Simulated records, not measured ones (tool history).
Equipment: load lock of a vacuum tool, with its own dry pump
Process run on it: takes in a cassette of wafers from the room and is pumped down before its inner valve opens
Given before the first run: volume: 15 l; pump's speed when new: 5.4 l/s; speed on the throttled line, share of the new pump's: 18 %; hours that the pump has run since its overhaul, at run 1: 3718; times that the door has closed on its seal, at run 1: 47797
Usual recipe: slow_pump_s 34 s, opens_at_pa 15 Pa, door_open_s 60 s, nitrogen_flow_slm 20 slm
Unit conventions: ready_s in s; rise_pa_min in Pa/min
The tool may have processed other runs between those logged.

run    hour  slow_pump_s  opens_at_pa  door_open_s  nitrogen_flow_slm  hours that the pump has run since its overhaul  times that the door has closed on its seal  incoming humidity of the room's air, %  ready_s  rise_pa_min
  1     0.0           34           15           60                 20                                            3718                                       47797                                    44.1     52.9        0.166
  2    59.1           34           15           60                 20                                            3777                                       48028                                    44.0     52.6        0.165
  3   101.0           34           15           60                 26                                            3819                                       48191                                    42.8     52.4        0.164
  4   182.7           34           15           60                 26                                            3900                                       48509                                    44.9     52.8        0.169
  5   240.2           34           15           60                 26                                            3958                                       48733                                    45.0     52.8        0.168
  6   317.5           34           15           60                 26                                            4035                                       49035                                    44.5     52.6        0.166
  7   363.3           34           15           60                 21                                            4081                                       49213                                    48.4     52.7        0.175
  8   423.9           34           15           60                 21                                            4141                                       49449                                    43.4     52.8        0.173
  9   468.8           34           15           60                 20                                            4186                                       49624                                    46.7     52.8        0.172
 10   510.4           34           15           60                 20                                            4228                                       49786                                    46.9     52.6        0.180
 11   584.3           34           15           60                 20                                            4302                                       50074                                    45.3     52.9        0.173
 12   639.4           34           15           60                 20                                            4357                                       50289                                    43.3     52.7        0.181
 13   728.5           34           15           60                 20                                            4446                                       50636                                    43.3     52.6        0.175
 14   818.1           34           15           60                 20                                            4536                                       50985                                    46.1     52.4        0.176
 15   905.3           34           15           60                 36                                            4623                                       51325                                    43.4     52.8        0.169
 16   958.3           34           21           60                 36                                            4676                                       51532                                    44.8     52.1        0.177
 17  1044.3           34           21           60                 36                                            4762                                       51867                                    47.6     51.8        0.180
 18  1100.2           34           15           48                 20                                            4818                                       52085                                    46.7     52.7        0.183
 19  1191.6           34           15           48                 20                                            4909                                       52441                                    48.1     52.8        0.184
 20  1271.1           34           15           48                 20                                            4989                                       52751                                    45.0     52.9        0.182
 21  1331.1           34           15           60                 12                                            5049                                       52985                                    46.6     52.9        0.195
 22  1384.8           34           15           60                 12                                            5102                                       53194                                    41.8     52.7        0.188
 23  1427.9           17           19          190                 12                                            5145                                       53362                                    44.3     38.1        0.214
 24  1493.4           17           19          190                 12                                            5211                                       53617                                    41.0     38.5        0.213
 25  1586.8           34           15           31                 32                                            5304                                       53981                                    45.5     52.6        0.180
 26  1639.9           51           15           29                  5                                            5357                                       54188                                    43.6     66.8        0.195
 27  1720.2           51           15           29                  5                                            5438                                       54501                                    44.3     66.5        0.194
 28  1764.8           34           15           60                 36                                            5482                                       54675                                    43.1     53.0        0.184
 29  1842.1           34           25           48                 17                                            5560                                       54976                                    43.4     50.8        0.190
 30  1888.0           34           25           48                 17                                            5606                                       55155                                    45.7     51.8        0.205
 31  1935.1           34           25           48                 17                                            5653                                       55338                                    45.4     51.4        0.202
 32  2004.7           23           17           48                  9                                            5722                                       55610                                    43.2     43.4        0.206
 33  2075.9           48           17           30                  9                                            5793                                       55887                                    45.8     64.1        0.197
 34  2163.9           48           17           30                  9                                            5881                                       56230                                    48.5     64.0        0.198
 35  2237.4           48           19           30                  9                                            5955                                       56516                                    46.4     63.4        0.208
 36  2298.7           48           19           30                  9                                            6016                                       56755                                    45.5     63.2        0.206
 37  2359.0           48           19           30                  9                                            6077                                       56990                                    45.5     63.4        0.206
 38  2430.3           58           19           30                 17                                            6148                                       57268                                    43.7     71.9        0.198

Had the tool no unlogged condition, and each run kept its random variation, what would the results have been?
The hidden state here: pump's speed, % of a new pump's; leak at the door's seal, Pa l/s; drift of the gauge itself on ready_s, %; drift of the gauge itself on rise_pa_min, %.
run  ready_s  rise_pa_min
  1     52.7        0.039
  2     52.4        0.038
  3     52.2        0.034
  4     52.6        0.038
  5     52.5        0.036
  6     52.3        0.035
  7     52.5        0.042
  8     52.6        0.038
  9     52.5        0.037
 10     52.4        0.042
 11     52.6        0.036
 12     52.5        0.043
 13     52.3        0.039
 14     52.1        0.036
 15     52.5        0.028
 16     51.8        0.031
 17     51.5        0.035
 18     52.4        0.037
 19     52.5        0.036
 20     52.5        0.033
 21     52.6        0.043
 22     52.4        0.038
 23     37.7        0.061
 24     38.1        0.060
 25     52.2        0.026
 26     66.5        0.041
 27     66.1        0.039
 28     52.6        0.026
 29     50.5        0.033
 30     51.4        0.044
 31     51.0        0.040
 32     43.0        0.046
 33     63.8        0.033
 34     63.6        0.034
 35     63.1        0.040
 36     62.9        0.036
 37     63.0        0.036
 38     71.6        0.026
